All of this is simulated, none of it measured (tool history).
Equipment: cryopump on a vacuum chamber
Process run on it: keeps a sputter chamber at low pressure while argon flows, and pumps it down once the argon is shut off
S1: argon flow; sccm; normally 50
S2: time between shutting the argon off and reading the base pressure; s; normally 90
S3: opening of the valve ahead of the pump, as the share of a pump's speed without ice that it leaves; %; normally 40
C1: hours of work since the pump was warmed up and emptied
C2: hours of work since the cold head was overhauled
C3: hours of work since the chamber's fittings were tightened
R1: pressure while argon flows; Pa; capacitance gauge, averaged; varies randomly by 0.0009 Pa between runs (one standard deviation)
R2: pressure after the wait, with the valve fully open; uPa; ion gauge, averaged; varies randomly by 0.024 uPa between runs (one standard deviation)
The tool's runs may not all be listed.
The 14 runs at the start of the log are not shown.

run	hour	S1	S2	S3	C1	C2	C3	R1	R2
15	459.2	50	90	40	356	356	1148	0.2028	2.38
16	493.7	50	90	40	379	379	1171	0.2049	2.47
17	533.8	76	90	40	404	404	1197	0.3126	2.54
18	573.2	76	90	40	430	430	1222	0.3176	2.59
19	623.8	22	20	58	463	463	1255	0.0674	4.59
20	663.9	22	20	58	489	489	1281	0.0673	4.68
21	685.2	52	20	20	502	502	1295	0.4163	4.74
22	707.4	45	62	26	517	517	1309	0.2819	3.17
23	743.8	33	90	35	540	540	1333	0.1612	2.95
24	767.7	95	29	48	556	556	1348	0.3534	4.13
# hour 794.8: pump warmed up, emptied and cooled again
25	804.9	95	31	48	7	577	1369	0.2955	3.38
26	851	95	31	48	36	606	1399	0.2972	3.4
27	901.1	86	296	40	69	639	1431	0.3261	1.99
28	951.1	50	56	40	101	671	1463	0.1893	2.84
29	975	50	56	40	117	687	1479	0.1918	2.82
30	1012.1	50	56	40	141	711	1503	0.1922	2.89
31	1053.1	41	69	20	167	737	1529	0.313	2.84
32	1102.9	46	36	38	199	769	1562	0.1884	3.52
33	1128.8	50	74	21	216	786	1578	0.3654	2.9
34	1174	27	193	53	245	815	1608	0.0814	2.53

Branching from run 34: 4 alternative next runs. What would each branch give?
A	1221.4	27	193	33	276	846	1638	?	?
B	1221.4	79	193	19	276	846	1638	?	?
C	1221.4	27	29	26	276	846	1638	?	?
D	1221.4	62	68	38	276	846	1638	?	?

run	R1	R2
A	0.1297	2.61
B	0.6398	2.55
C	0.1633	4.06
D	0.2601	3.19
Had the tool no hidden state, the same runs would have come out as:
run	R1	R2
A	0.1224	0.53
B	0.6186	0.52
C	0.1561	1.99
D	0.2435	1.06
